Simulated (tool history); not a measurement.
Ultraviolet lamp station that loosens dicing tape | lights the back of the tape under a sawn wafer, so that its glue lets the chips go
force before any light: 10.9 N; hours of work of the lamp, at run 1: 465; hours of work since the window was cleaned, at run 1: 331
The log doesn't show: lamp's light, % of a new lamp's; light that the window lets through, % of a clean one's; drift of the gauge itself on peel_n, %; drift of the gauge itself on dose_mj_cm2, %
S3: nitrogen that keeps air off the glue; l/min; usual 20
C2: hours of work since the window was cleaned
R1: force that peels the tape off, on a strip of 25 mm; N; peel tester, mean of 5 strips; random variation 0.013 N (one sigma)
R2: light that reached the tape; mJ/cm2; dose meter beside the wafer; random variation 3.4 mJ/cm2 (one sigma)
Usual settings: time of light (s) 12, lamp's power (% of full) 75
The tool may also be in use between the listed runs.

{"run": 1, "day": 0.0, "time of light (s)": 12, "lamp's power (% of full)": 75, "S3": 20, "hours of work of the lamp": 465, "C2": 331, "R1": 0.885, "R2": 463}
{"run": 2, "day": 0.817, "time of light (s)": 12, "lamp's power (% of full)": 75, "S3": 20, "hours of work of the lamp": 478, "C2": 344, "R1": 0.883, "R2": 464}
{"run": 3, "day": 1.612, "time of light (s)": 12, "lamp's power (% of full)": 75, "S3": 20, "hours of work of the lamp": 490, "C2": 356, "R1": 0.881, "R2": 451}
{"run": 4, "day": 2.692, "time of light (s)": 12, "lamp's power (% of full)": 75, "S3": 20, "hours of work of the lamp": 506, "C2": 372, "R1": 0.926, "R2": 453}
{"run": 5, "day": 3.508, "time of light (s)": 12, "lamp's power (% of full)": 84, "S3": 20, "hours of work of the lamp": 519, "C2": 385, "R1": 0.715, "R2": 506}
{"run": 6, "day": 4.821, "time of light (s)": 12, "lamp's power (% of full)": 75, "S3": 7, "hours of work of the lamp": 539, "C2": 405, "R1": 2.142, "R2": 445}
{"run": 7, "day": 5.729, "time of light (s)": 12, "lamp's power (% of full)": 75, "S3": 7, "hours of work of the lamp": 553, "C2": 419, "R1": 2.171, "R2": 446}
{"run": 8, "day": 7.167, "time of light (s)": 12, "lamp's power (% of full)": 75, "S3": 7, "hours of work of the lamp": 575, "C2": 441, "R1": 2.237, "R2": 442}
{"run": 9, "day": 8.662, "time of light (s)": 12, "lamp's power (% of full)": 75, "S3": 7, "hours of work of the lamp": 598, "C2": 464, "R1": 2.232, "R2": 438}
{"run": 10, "day": 10.4, "time of light (s)": 9, "lamp's power (% of full)": 75, "S3": 7, "hours of work of the lamp": 625, "C2": 491, "R1": 3.32, "R2": 321}
{"run": 11, "day": 11.758, "time of light (s)": 12, "lamp's power (% of full)": 63, "S3": 20, "hours of work of the lamp": 646, "C2": 512, "R1": 1.471, "R2": 356}
{"run": 12, "day": 12.612, "time of light (s)": 12, "lamp's power (% of full)": 75, "S3": 20, "hours of work of the lamp": 659, "C2": 525, "R1": 1.019, "R2": 421}
{"run": 13, "day": 13.858, "time of light (s)": 12, "lamp's power (% of full)": 75, "S3": 20, "hours of work of the lamp": 678, "C2": 544, "R1": 1.059, "R2": 420}
{"run": 14, "day": 15.075, "time of light (s)": 12, "lamp's power (% of full)": 75, "S3": 20, "hours of work of the lamp": 697, "C2": 563, "R1": 1.067, "R2": 418}
{"run": 15, "day": 16.3, "time of light (s)": 12, "lamp's power (% of full)": 75, "S3": 20, "hours of work of the lamp": 715, "C2": 581, "R1": 1.134, "R2": 413}
{"run": 16, "day": 17.221, "time of light (s)": 12, "lamp's power (% of full)": 92, "S3": 20, "hours of work of the lamp": 730, "C2": 596, "R1": 0.733, "R2": 502}
{"day": 18.167, "done": "window cleaned of glue's vapour"}
{"run": 17, "day": 18.904, "time of light (s)": 12, "lamp's power (% of full)": 75, "S3": 20, "hours of work of the lamp": 755, "C2": 11, "R1": 0.964, "R2": 444}
{"run": 18, "day": 19.954, "time of light (s)": 12, "lamp's power (% of full)": 75, "S3": 20, "hours of work of the lamp": 771, "C2": 27, "R1": 0.953, "R2": 447}
{"run": 19, "day": 21.15, "time of light (s)": 12, "lamp's power (% of full)": 83, "S3": 14, "hours of work of the lamp": 790, "C2": 46, "R1": 1.08, "R2": 488}
{"run": 20, "day": 22.346, "time of light (s)": 12, "lamp's power (% of full)": 83, "S3": 14, "hours of work of the lamp": 808, "C2": 64, "R1": 1.142, "R2": 483}
{"run": 21, "day": 23.129, "time of light (s)": 9, "lamp's power (% of full)": 60, "S3": 20, "hours of work of the lamp": 820, "C2": 76, "R1": 2.471, "R2": 258}
{"run": 22, "day": 24.233, "time of light (s)": 11, "lamp's power (% of full)": 98, "S3": 16, "hours of work of the lamp": 837, "C2": 93, "R1": 0.864, "R2": 516}
{"run": 23, "day": 25.946, "time of light (s)": 12, "lamp's power (% of full)": 95, "S3": 20, "hours of work of the lamp": 863, "C2": 119, "R1": 0.663, "R2": 534}
{"run": 24, "day": 26.738, "time of light (s)": 12, "lamp's power (% of full)": 95, "S3": 20, "hours of work of the lamp": 875, "C2": 132, "R1": 0.667, "R2": 533}
{"run": 25, "day": 27.758, "time of light (s)": 12, "lamp's power (% of full)": 89, "S3": 20, "hours of work of the lamp": 891, "C2": 147, "R1": 0.779, "R2": 490}
{"run": 26, "day": 28.783, "time of light (s)": 9, "lamp's power (% of full)": 77, "S3": 11, "hours of work of the lamp": 907, "C2": 163, "R1": 2.628, "R2": 318}
{"run": 27, "day": 29.958, "time of light (s)": 13, "lamp's power (% of full)": 80, "S3": 20, "hours of work of the lamp": 925, "C2": 181, "R1": 0.835, "R2": 478}
{"run": 28, "day": 31.442, "time of light (s)": 13, "lamp's power (% of full)": 80, "S3": 20, "hours of work of the lamp": 948, "C2": 204, "R1": 0.848, "R2": 461}
{"run": 29, "day": 32.783, "time of light (s)": 13, "lamp's power (% of full)": 80, "S3": 20, "hours of work of the lamp": 968, "C2": 224, "R1": 0.913, "R2": 458}
{"run": 30, "day": 34.404, "time of light (s)": 13, "lamp's power (% of full)": 80, "S3": 20, "hours of work of the lamp": 993, "C2": 249, "R1": 0.916, "R2": 457}
{"run": 31, "day": 35.604, "time of light (s)": 13, "lamp's power (% of full)": 80, "S3": 20, "hours of work of the lamp": 1012, "C2": 268, "R1": 0.911, "R2": 451}
{"run": 32, "day": 37.179, "time of light (s)": 13, "lamp's power (% of full)": 77, "S3": 14, "hours of work of the lamp": 1036, "C2": 292, "R1": 1.375, "R2": 431}
{"run": 33, "day": 38.512, "time of light (s)": 6, "lamp's power (% of full)": 60, "S3": 37, "hours of work of the lamp": 1056, "C2": 312, "R1": 3.684, "R2": 154}
{"run": 34, "day": 39.733, "time of light (s)": 18, "lamp's power (% of full)": 61, "S3": 37, "hours of work of the lamp": 1075, "C2": 331, "R1": 0.548, "R2": 464}
{"day": 40.421, "done": "lamp changed"}
{"run": 35, "day": 40.904, "time of light (s)": 11, "lamp's power (% of full)": 75, "S3": 10, "hours of work of the lamp": 7, "C2": 348, "R1": 1.468, "R2": 482}

Forecast each of these 5 alternatives for the next run:
{"run": "A", "day": 42.279, "time of light (s)": 11, "lamp's power (% of full)": 90, "S3": 10, "hours of work of the lamp": 28, "C2": 370, "R1": "?", "R2": "?"}
{"run": "B", "day": 42.279, "time of light (s)": 14, "lamp's power (% of full)": 70, "S3": 10, "hours of work of the lamp": 28, "C2": 370, "R1": "?", "R2": "?"}
{"run": "C", "day": 42.279, "time of light (s)": 23, "lamp's power (% of full)": 75, "S3": 10, "hours of work of the lamp": 28, "C2": 370, "R1": "?", "R2": "?"}
{"run": "D", "day": 42.279, "time of light (s)": 11, "lamp's power (% of full)": 90, "S3": 24, "hours of work of the lamp": 28, "C2": 370, "R1": "?", "R2": "?"}
{"run": "E", "day": 42.279, "time of light (s)": 13, "lamp's power (% of full)": 69, "S3": 36, "hours of work of the lamp": 28, "C2": 370, "R1": "?", "R2": "?"}

run=A R1=1.05 R2=564
run=B R1=1.082 R2=552
run=C R1=0.349 R2=987
run=D R1=0.485 R2=566
run=E R1=0.453 R2=514
Without the tool's hidden state the same runs would have given:
run=A R1=0.895 R2=610
run=B R1=0.922 R2=597
run=C R1=0.31 R2=1066
run=D R1=0.413 R2=612
run=E R1=0.389 R2=556

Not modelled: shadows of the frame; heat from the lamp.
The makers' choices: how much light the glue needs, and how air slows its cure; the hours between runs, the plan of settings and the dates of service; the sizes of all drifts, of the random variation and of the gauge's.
